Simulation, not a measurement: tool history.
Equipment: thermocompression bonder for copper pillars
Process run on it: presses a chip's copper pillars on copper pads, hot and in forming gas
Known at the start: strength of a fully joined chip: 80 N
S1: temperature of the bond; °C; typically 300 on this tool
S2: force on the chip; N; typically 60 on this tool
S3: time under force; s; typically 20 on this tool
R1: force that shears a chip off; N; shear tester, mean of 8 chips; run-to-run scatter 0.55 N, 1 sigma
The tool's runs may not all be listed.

Run 1, hour 0: usual settings. Result: R1 45 N.
Run 2, hour 41: usual settings. Result: R1 44.8 N.
Run 3, hour 100.6: usual settings. Result: R1 44.2 N.
Run 4, hour 149.4: usual settings. Result: R1 45 N.
Run 5, hour 183.4: usual settings. Result: R1 43.9 N.
At hour 223.4: forming gas filter changed.
Run 6, hour 232.8: usual settings. Result: R1 46.4 N.
Run 7, hour 275: usual settings but S1 311 °C. Result: R1 50.5 N.
Run 8, hour 326.7: usual settings. Result: R1 45.2 N.
Run 9, hour 352.4: usual settings. Result: R1 45.9 N.
Run 10, hour 402.3: usual settings. Result: R1 45.7 N.
Run 11, hour 439.8: usual settings. Result: R1 44 N.
Run 12, hour 495.6: usual settings. Result: R1 44.4 N.
Run 13, hour 532.2: usual settings. Result: R1 44.4 N.
At hour 559.6: forming gas filter changed.
Run 14, hour 587.8: usual settings. Result: R1 44.4 N.
At hour 594.9: heater calibrated with a thermocouple chip.
Run 15, hour 637.6: usual settings. Result: R1 42.4 N.
Run 16, hour 671.7: usual settings. Result: R1 42.4 N.
Run 17, hour 733.7: usual settings but S1 311 °C, S2 64 N. Result: R1 51 N.
At hour 746: heater calibrated with a thermocouple chip, once more.
Run 18, hour 787.7: usual settings but S1 311 °C, S2 64 N. Result: R1 54.2 N.
Run 19, hour 822.9: usual settings but S1 309 °C, S3 11 s. Result: R1 41.9 N.
Run 20, hour 875.4: usual settings but S1 309 °C, S3 11 s. Result: R1 41 N.
At hour 902.8: forming gas filter changed.
Run 21, hour 904.7: usual settings but S1 309 °C, S3 11 s. Result: R1 42.8 N.
Run 22, hour 949.9: usual settings but S1 309 °C, S3 11 s. Result: R1 42.4 N.
Run 23, hour 1002.4: usual settings but S1 313 °C, S3 48 s. Result: R1 63.7 N.
At hour 1016: force cell calibrated.
Run 24, hour 1052.2: usual settings but S2 84 N, S3 15 s. Result: R1 53.6 N.
Run 25, hour 1115.7: usual settings but S1 310 °C. Result: R1 47.8 N.
Run 26, hour 1174.5: usual settings but S1 293 °C, S2 39 N, S3 34 s. Result: R1 31.8 N.
Run 27, hour 1222: usual settings but S1 293 °C, S2 39 N, S3 34 s. Result: R1 30.8 N.
At hour 1242.9: forming gas filter changed.
Run 28, hour 1262.5: usual settings but S1 322 °C, S2 49 N, S3 49 s. Result: R1 59.9 N.
Run 29, hour 1303.6: usual settings but S1 296 °C, S3 18 s. Result: R1 40.4 N.
Run 30, hour 1330.7: usual settings but S1 296 °C, S3 18 s. Result: R1 40.4 N.
Run 31, hour 1380.8: usual settings but S1 296 °C, S2 38 N, S3 18 s. Result: R1 24.6 N.

Measured minus without-hidden-state, run by run (identical run-to-run variation in each term; gauge scatter may differ):
What the log doesn't record here: true temperature of the bond over the reading, C; force that reaches the chip, % of what is set; oxide that the forming gas leaves, % of the face; drift of the gauge itself on shear_n, %.
run    R1
  1    +0
  2  -0.3
  3  -0.7
  4  -0.9
  5  -1.2
  6    +0
  7  -0.3
  8  -0.6
  9  -0.8
 10  -1.1
 11  -1.3
 12  -1.7
 13    -2
 14  -0.8
 15  -2.1
 16  -2.3
 17  -2.8
 18  +0.1
 19  +0.2
 20  -0.1
 21  +1.2
 22  +0.9
 23  +0.2
 24  -1.5
 25  -1.9
 26  -1.7
 27  -1.9
 28  -1.1
 29  -1.4
 30  -1.6
 31  -1.3
